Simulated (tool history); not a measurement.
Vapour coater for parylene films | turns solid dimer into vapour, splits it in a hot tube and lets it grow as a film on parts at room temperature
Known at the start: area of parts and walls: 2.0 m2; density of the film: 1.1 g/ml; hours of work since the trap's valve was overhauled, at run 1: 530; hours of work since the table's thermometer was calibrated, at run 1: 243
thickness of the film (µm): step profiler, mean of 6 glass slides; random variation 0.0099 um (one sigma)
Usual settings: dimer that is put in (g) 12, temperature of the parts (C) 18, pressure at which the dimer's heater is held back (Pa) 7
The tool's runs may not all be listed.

run,hour,dimer that is put in (g),temperature of the parts (C),pressure at which the dimer's heater is held back (Pa),hours of work since the trap's valve was overhauled,hours of work since the table's thermometer was calibrated,thickness of the film (µm)
1,0,12,18,7,530,243,3.084
2,6.2,12,18,7,535,248,3.081
3,13.6,12,18,7,542,254,3.092
4,20.1,12,18,7,547,260,3.076
5,35.4,12,18,7,560,273,3.076
6,44.3,12,18,7,568,280,3.07
7,58.2,6,18,7,580,292,1.54
8,69.6,8,12,7,589,302,2.275
9,80.1,7,28,7.77,598,311,1.537
10,87.1,18,19,5.75,604,317,4.605
# hour 92.1: trap's valve overhauled
11,100.2,12,13,7,7,325,3.326
12,112.8,12,13,7,18,335,3.353
13,125.4,12,24,3.54,28,346,2.956

Hidden state or all else? Some run-to-run changes of thickness of the film (µm), split into what the settings, what came in and random variation would give without the hidden state, and what is left for the hidden state (with any gauge scatter that isn't in both results):
The hidden state here: vapour lost through the trap's worn valve, %; true temperature of the parts over the reading, C; drift of the gauge itself on film_um, %.
Run 9 -> 10: dimer that is put in (g) 7 -> 18, temperature of the parts (C) 28 -> 19, pressure at which the dimer's heater is held back (Pa) 7.77 -> 5.75. thickness of the film (µm) +3.068: hidden state +0.011, all else +3.057.
